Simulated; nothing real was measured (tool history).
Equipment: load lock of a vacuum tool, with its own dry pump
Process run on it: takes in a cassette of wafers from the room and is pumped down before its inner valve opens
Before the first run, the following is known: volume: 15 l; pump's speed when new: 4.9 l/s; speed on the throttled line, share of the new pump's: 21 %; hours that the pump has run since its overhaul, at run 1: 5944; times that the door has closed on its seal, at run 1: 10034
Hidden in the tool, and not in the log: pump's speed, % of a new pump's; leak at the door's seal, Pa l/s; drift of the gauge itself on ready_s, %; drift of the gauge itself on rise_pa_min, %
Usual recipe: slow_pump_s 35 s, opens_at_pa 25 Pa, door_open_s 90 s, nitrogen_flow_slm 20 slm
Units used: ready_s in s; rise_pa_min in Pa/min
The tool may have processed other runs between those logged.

run,hour,slow_pump_s,opens_at_pa,door_open_s,nitrogen_flow_slm,hours that the pump has run since its overhaul,times that the door has closed on its seal,"incoming humidity of the room's air, %",ready_s,rise_pa_min
1,0,35,25,90,20,5944,10034,43,54.2,0.135
2,176.8,38,25,90,20,6121,10479,41.7,56.2,0.136
3,328.8,35,25,90,20,6273,10862,44.1,54.1,0.137
4,450.3,35,25,90,20,6395,11168,44.8,53.8,0.147
5,633.6,35,25,90,20,6578,11630,46.2,54.1,0.146
6,823.3,35,25,48,20,6768,12108,44.3,54,0.117
7,919.3,35,25,48,20,6864,12350,44.8,54.1,0.113
8,1129.2,35,25,48,20,7073,12879,48.7,54.3,0.132
9,1303.6,35,25,121,20,7248,13318,47.1,54.5,0.169
10,1446.3,35,25,90,20,7391,13678,43.4,54.3,0.155
11,1667.6,35,25,90,20,7612,14235,46.8,54.3,0.163
12,1852.5,35,31,90,20,7797,14701,41.2,53.2,0.149
13,2037.5,22,45,91,32,7982,15167,45.4,42.3,0.152
14,2156.6,22,45,91,32,8101,15467,42,42.2,0.147
15,2262.8,67,45,98,4,8207,15735,46.4,77.9,0.224
16,2380.3,29,21,90,20,8325,16031,43,49.9,0.16
17,2483.9,29,21,90,20,8428,16292,45.3,50.3,0.173
18,2600.3,29,21,90,20,8545,16585,46,50.5,0.186
19,2719.3,29,21,90,20,8664,16885,44.4,50.3,0.171
20,2875.7,35,25,90,27,8820,17279,42,54.3,0.164
21,3082.1,35,25,90,27,9026,17799,44.6,54.8,0.171
22,3223.7,35,20,90,6,9168,18156,44.1,55.6,0.225
23,3330.8,35,19,90,20,9275,18426,46,55.7,0.194

Forecast each of these 4 alternatives for the next run:
A,3483.4,35,34,90,20,9428,18810,48,?,?
B,3483.4,54,19,90,6,9428,18810,45.2,?,?
C,3483.4,35,18,90,9,9428,18810,46.1,?,?
D,3483.4,36,29,90,20,9428,18810,46,?,?

run,ready_s,rise_pa_min
A,53.4,0.196
B,69.9,0.219
C,55.7,0.213
D,54.5,0.193
Had the tool no hidden state, the same runs would have come out as:
run,ready_s,rise_pa_min
A,51.7,0.098
B,68.5,0.122
C,53.9,0.115
D,52.8,0.096
